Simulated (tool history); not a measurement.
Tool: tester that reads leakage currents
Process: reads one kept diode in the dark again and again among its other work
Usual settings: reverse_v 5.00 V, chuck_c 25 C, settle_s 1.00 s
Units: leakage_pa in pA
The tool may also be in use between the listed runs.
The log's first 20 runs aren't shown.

run    hour  reverse_v  chuck_c  settle_s  hours of work since the probe card was cleaned  hours of work since the tester was calibrated  hours of work since the chuck was calibrated  leakage_pa
     1338.8  -- tester calibrated, once more
     1382.7  -- chuck's temperature calibrated
 21  1399.3       3.95       25      3.78                                            1910                                             33                                             9       81.02
 22  1480.8       3.84       24      0.81                                            1955                                             78                                            55       74.35
 23  1563.9      12.90       24      0.81                                            2002                                            124                                           101      155.57
 24  1626.4      12.90       24      0.81                                            2037                                            159                                           136      154.24
 25  1688.9       1.40       36      2.02                                            2071                                            194                                           171      109.80
 26  1754.2      14.14       20      3.42                                            2108                                            230                                           207      113.23
 27  1817.1      18.61       20      3.52                                            2143                                            265                                           242      134.55
 28  1868.6       1.99       32      1.00                                            2172                                            294                                           271       96.38
 29  1923.8       1.99       32      1.00                                            2202                                            325                                           302       95.83
 30  1970.0       1.84       31      3.90                                            2228                                            351                                           327       83.20
 31  2049.7      15.03       28      0.38                                            2272                                            395                                           372      239.59
 32  2102.8      15.03       28      0.38                                            2302                                            425                                           401      237.76
 33  2172.6      16.60       34      1.00                                            2341                                            464                                           440      393.65
 34  2249.0      16.60       34      1.00                                            2384                                            506                                           483      391.33
 35  2290.5      16.60       34      1.00                                            2407                                            529                                           506      390.15
 36  2356.9       1.47       25      1.00                                            2444                                            566                                           543       43.03
     2367.1  -- chuck's temperature calibrated
 37  2417.8       5.00       21      1.00                                            2477                                            599                                            28       68.02
 38  2487.4       5.00       42      1.00                                            2515                                            638                                            67      381.21

Forecast each of these 4 alternatives for the next run:
  A  2555.8       3.24       56      2.58                                            2553                                            676                                           105           ?
  B  2555.8       1.03       42      1.00                                            2553                                            676                                           105           ?
  C  2555.8       5.00       36      1.00                                            2553                                            676                                           105           ?
  D  2555.8      12.40       42      1.00                                            2553                                            676                                           105           ?

run  leakage_pa
  A      858.64
  B      150.26
  C      232.93
  D      645.35
Without the tool's hidden state the same runs would have given:
run  leakage_pa
  A      872.34
  B      152.51
  C      233.16
  D      646.78
